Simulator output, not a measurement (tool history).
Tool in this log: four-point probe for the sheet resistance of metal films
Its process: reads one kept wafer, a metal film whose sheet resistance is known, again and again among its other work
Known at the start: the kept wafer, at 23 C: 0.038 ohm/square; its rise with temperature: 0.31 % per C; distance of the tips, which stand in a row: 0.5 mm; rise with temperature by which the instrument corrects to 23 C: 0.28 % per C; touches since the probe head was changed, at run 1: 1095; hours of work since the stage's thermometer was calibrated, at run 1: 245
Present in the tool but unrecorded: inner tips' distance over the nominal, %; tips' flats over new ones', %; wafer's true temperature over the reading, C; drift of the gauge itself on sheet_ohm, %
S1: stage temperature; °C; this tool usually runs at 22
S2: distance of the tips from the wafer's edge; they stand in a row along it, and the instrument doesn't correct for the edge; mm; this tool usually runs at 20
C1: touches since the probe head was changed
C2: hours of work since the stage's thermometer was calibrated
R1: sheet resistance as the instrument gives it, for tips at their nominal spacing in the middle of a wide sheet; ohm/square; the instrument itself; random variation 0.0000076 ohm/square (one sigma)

| run | hour | S1 | S2 | C1 | C2 | R1 |
|---|---|---|---|---|---|---|
| 1 | 0.0 | 22 | 20 | 1095 | 245 | 0.038341 |
| 2 | 14.1 | 35 | 20 | 1902 | 256 | 0.038521 |
| 3 | 24.3 | 35 | 6 | 2481 | 264 | 0.038645 |
| 4 | 34.4 | 35 | 6 | 3063 | 272 | 0.038651 |
| 5 | 51.3 | 35 | 6 | 4028 | 285 | 0.038647 |
| 6 | 61.4 | 22 | 20 | 4606 | 293 | 0.038348 |
| 7 | 72.0 | 22 | 20 | 5210 | 302 | 0.038338 |
| 8 | 89.8 | 22 | 20 | 6226 | 316 | 0.038336 |
| 9 | 99.7 | 22 | 20 | 6794 | 324 | 0.038371 |
| 10 | 116.7 | 22 | 20 | 7765 | 337 | 0.038353 |
| 11 | 125.3 | 22 | 20 | 8256 | 344 | 0.038362 |
| 12 | 135.8 | 22 | 20 | 8859 | 352 | 0.038361 |
| 13 | 150.4 | 22 | 31 | 9689 | 364 | 0.038350 |
| 14 | 159.4 | 27 | 6 | 10204 | 371 | 0.038569 |
| 15 | 167.8 | 27 | 6 | 10684 | 377 | 0.038550 |
| 16 | 179.5 | 35 | 16 | 11357 | 387 | 0.038537 |
| 17 | 193.5 | 34 | 4 | 12155 | 398 | 0.038844 |
| 18 | 200.8 | 18 | 8 | 12575 | 403 | 0.038361 |
| 19 | 214.2 | 27 | 12 | 13338 | 414 | 0.038456 |
| 20 | 223.7 | 27 | 22 | 13881 | 421 | 0.038431 |
| 21 | 235.2 | 21 | 22 | 14540 | 431 | 0.038353 |
| 22 | 252.5 | 25 | 8 | 15528 | 444 | 0.038475 |
| 23 | 260.2 | 30 | 7 | 15970 | 450 | 0.038569 |
| 24 | 270.6 | 30 | 7 | 16562 | 459 | 0.038571 |

Predict each of these 5 candidate next runs independently; none follows another, all start after run 24:
| A | 285.8 | 26 | 12 | 17431 | 471 | ? |
| B | 285.8 | 20 | 7 | 17431 | 471 | ? |
| C | 285.8 | 26 | 55 | 17431 | 471 | ? |
| D | 285.8 | 22 | 8 | 17431 | 471 | ? |
| E | 285.8 | 30 | 35 | 17431 | 471 | ? |

| run | R1 |
|---|---|
| A | 0.038436 |
| B | 0.038429 |
| C | 0.038416 |
| D | 0.038423 |
| E | 0.038469 |
With the hidden condition removed and each run's random variation left untouched, the same runs would have given:
| run | R1 |
|---|---|
| A | 0.038071 |
| B | 0.038063 |
| C | 0.038050 |
| D | 0.038058 |
| E | 0.038103 |

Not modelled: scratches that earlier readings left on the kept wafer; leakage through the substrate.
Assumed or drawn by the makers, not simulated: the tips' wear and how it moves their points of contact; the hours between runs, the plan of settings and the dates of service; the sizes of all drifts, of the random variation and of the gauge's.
